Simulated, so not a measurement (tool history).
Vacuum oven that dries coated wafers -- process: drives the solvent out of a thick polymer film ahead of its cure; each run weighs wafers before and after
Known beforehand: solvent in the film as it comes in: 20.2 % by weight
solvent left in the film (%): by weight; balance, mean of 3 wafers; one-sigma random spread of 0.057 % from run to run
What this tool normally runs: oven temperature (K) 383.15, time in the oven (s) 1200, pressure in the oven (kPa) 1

run	hour	oven temperature (K)	time in the oven (s)	pressure in the oven (kPa)	solvent left in the film (%)
1	0	383.15	1200	1	3.79
2	84.4	383.15	1200	1	3.95
3	180.1	383.15	1200	1	3.79
4	244.1	383.15	1200	1	3.84
5	340.3	383.15	1200	1	3.9
6	392.9	383.15	1200	1	3.98
7	468.7	379.15	1320	1	4.56
8	534.1	371.15	1440	2.95	10.52
9	641.5	383.15	1740	2.47	5.37
10	697.5	392.15	1680	0.65	1.94
# hour 725.4: oven's thermocouples calibrated
11	807.8	392.15	1680	0.65	2.01

Alternative continuations, all from the tool just after run 11; predict every row:
A	859.7	383.15	1740	0.72	?
B	859.7	393.15	1680	3.58	?
C	859.7	368.15	840	1.9	?
D	859.7	370.15	660	1	?

run	solvent left in the film (%)
A	3.07
B	5.2
C	11.97
D	10.79
The same runs, with their run-to-run variation unchanged, on a tool lacking any hidden condition would have given:
run	solvent left in the film (%)
A	1.52
B	4.08
C	10.25
D	9.29
